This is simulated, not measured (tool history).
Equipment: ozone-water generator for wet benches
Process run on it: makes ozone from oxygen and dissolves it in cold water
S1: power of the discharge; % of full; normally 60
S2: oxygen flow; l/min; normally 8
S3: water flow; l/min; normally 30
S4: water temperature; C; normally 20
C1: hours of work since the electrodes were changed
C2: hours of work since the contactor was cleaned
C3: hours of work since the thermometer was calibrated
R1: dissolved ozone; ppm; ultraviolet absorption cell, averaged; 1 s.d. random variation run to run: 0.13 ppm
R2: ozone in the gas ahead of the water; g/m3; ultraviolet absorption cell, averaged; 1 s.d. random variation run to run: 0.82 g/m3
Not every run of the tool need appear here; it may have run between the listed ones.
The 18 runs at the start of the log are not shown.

run,hour,S1,S2,S3,S4,C1,C2,C3,R1,R2
19,1271.5,73,10.89,30,20,1520,330,2512,15,131
20,1336,71,10.89,30,14,1582,392,2573,16.3,126.6
# hour 1354.7: water thermometer calibrated
21,1417.6,42,6.37,30,27,1660,469,60,8,100.5
22,1511.6,60,8,23,20,1750,560,151,15.4,126.4
23,1580,53,6.47,23,20,1816,625,216,13.7,125
24,1629.6,52,8.64,43,13,1864,673,264,8.6,105
25,1716.8,52,8.64,43,13,1947,757,348,8.7,105.6
26,1772.1,52,6.15,29,13,2000,810,401,12,123.3
27,1852.4,52,6.15,29,13,2077,887,478,11.9,124
28,1903.7,61,6.15,36,13,2127,936,527,11.3,142.9
29,1987.7,51,8,27,20,2207,1017,608,11.7,108.4
30,2082.9,51,8,27,20,2299,1108,699,11.5,106.5
31,2154.2,59,8,29,20,2367,1177,768,12.5,123.5

Expected results for the next run?
32,2204.1,60,8,30,17,2415,1225,816,?,?

{"run 32": {"R1": 12.8, "R2": 123.1}}
On a tool with no hidden condition, and with the same random variation, this run would have come out at R1 13.7 ppm, R2 128.6 g/m3.
